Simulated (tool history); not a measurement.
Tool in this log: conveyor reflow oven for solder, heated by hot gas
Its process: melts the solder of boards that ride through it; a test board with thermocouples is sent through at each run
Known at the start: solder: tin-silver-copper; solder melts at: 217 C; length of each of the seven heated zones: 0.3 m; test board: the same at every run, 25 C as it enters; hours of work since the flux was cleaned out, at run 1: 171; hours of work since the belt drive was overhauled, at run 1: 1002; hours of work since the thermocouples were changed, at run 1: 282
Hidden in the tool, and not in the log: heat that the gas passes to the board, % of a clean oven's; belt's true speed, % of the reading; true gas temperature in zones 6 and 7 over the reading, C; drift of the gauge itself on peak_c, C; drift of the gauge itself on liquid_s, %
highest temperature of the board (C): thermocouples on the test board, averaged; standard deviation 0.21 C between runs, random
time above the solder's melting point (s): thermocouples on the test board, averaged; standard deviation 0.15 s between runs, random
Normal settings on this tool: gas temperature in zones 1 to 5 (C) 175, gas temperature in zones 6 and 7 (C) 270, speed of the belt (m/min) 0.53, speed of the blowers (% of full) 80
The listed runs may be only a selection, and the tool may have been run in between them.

run	day	gas temperature in zones 1 to 5 (C)	gas temperature in zones 6 and 7 (C)	speed of the belt (m/min)	speed of the blowers (% of full)	hours of work since the flux was cleaned out	hours of work since the belt drive was overhauled	hours of work since the thermocouples were changed	highest temperature of the board (C)	time above the solder's melting point (s)
1	0	175	270	0.53	80	171	1002	282	254.7	53.7
2	1.854	175	270	0.53	80	189	1020	301	254.8	53.9
3	4.775	175	270	0.53	80	218	1049	330	254.4	53.7
4	6.479	175	270	0.53	80	235	1066	347	254.1	53.5
5	8.988	175	270	0.422	80	260	1091	371	259.7	72.9
# day 12.333: flux residue cleaned out of gas plates and filters
6	12.571	175	270	0.53	80	2	1124	405	256.7	55.7
7	14.621	175	270	0.53	80	23	1144	425	256.6	55.4
8	16.388	175	270	0.53	80	40	1162	443	256.5	55.2
9	20.133	175	270	0.53	54	77	1199	480	247.3	46.8
10	22.708	173	270	0.53	80	103	1224	505	255.3	53.8
11	25.421	173	270	0.53	80	129	1251	532	255.1	54
12	27.104	173	270	0.53	80	146	1268	549	254.5	53.4
13	29.346	175	270	0.53	80	168	1290	571	254.9	54.1
14	33.292	169	270	0.53	80	207	1329	610	253.7	51.5
15	36.846	169	270	0.53	80	243	1364	645	253.2	51
# day 39.033: belt drive overhauled, speed set with a stopwatch
16	40.221	160	270	0.619	88	274	12	677	246.8	35.9
# day 41.908: flux residue cleaned out of gas plates and filters
# day 41.992: thermocouples of zones 6 and 7 changed
17	42.838	175	270	0.634	60	8	35	8	243.2	35.1
18	46.596	175	270	0.634	60	46	72	46	243.2	34.4
19	48.212	167	273	0.484	60	62	88	62	253.7	54.2
20	51.538	175	271	0.547	80	94	121	94	255.4	51.6
21	53.358	170	270	0.616	80	112	139	112	249.5	40.6
22	55.467	172	263	0.483	59	133	160	133	245.3	48.8
23	58.917	190	275	0.461	70	167	194	167	262.6	71.7
24	60.892	187	274	0.428	80	187	213	187	265.4	77.5
25	64.279	176	280	0.627	54	221	247	221	245.7	36.4
26	66.796	176	280	0.627	54	245	272	245	245	36.1
27	69.421	176	280	0.627	54	271	298	271	244.8	35.6
# day 71.488: flux residue cleaned out of gas plates and filters
28	73.5	186	282	0.603	51	20	336	310	252.7	46.4
29	76.008	186	282	0.603	51	45	361	334	252.7	46.1

What if the next run were any one of these 5? Each begins from the tool's condition after run 29:
A	79.758	175	281	0.446	83	82	398	372	?	?
B	79.758	167	269	0.53	67	82	398	372	?	?
C	79.758	182	263	0.53	80	82	398	372	?	?
D	79.758	175	270	0.516	80	82	398	372	?	?
E	79.758	185	258	0.553	51	82	398	372	?	?

run	highest temperature of the board (C)	time above the solder's melting point (s)
A	271	73
B	249.6	47
C	250.6	53.7
D	256.5	56.6
E	236.7	37.8
Without the tool's unlogged condition, the same runs would have read:
run	highest temperature of the board (C)	time above the solder's melting point (s)
A	272.1	72.7
B	250.7	47.5
C	251.7	54
D	257.6	56.8
E	237.6	38.4
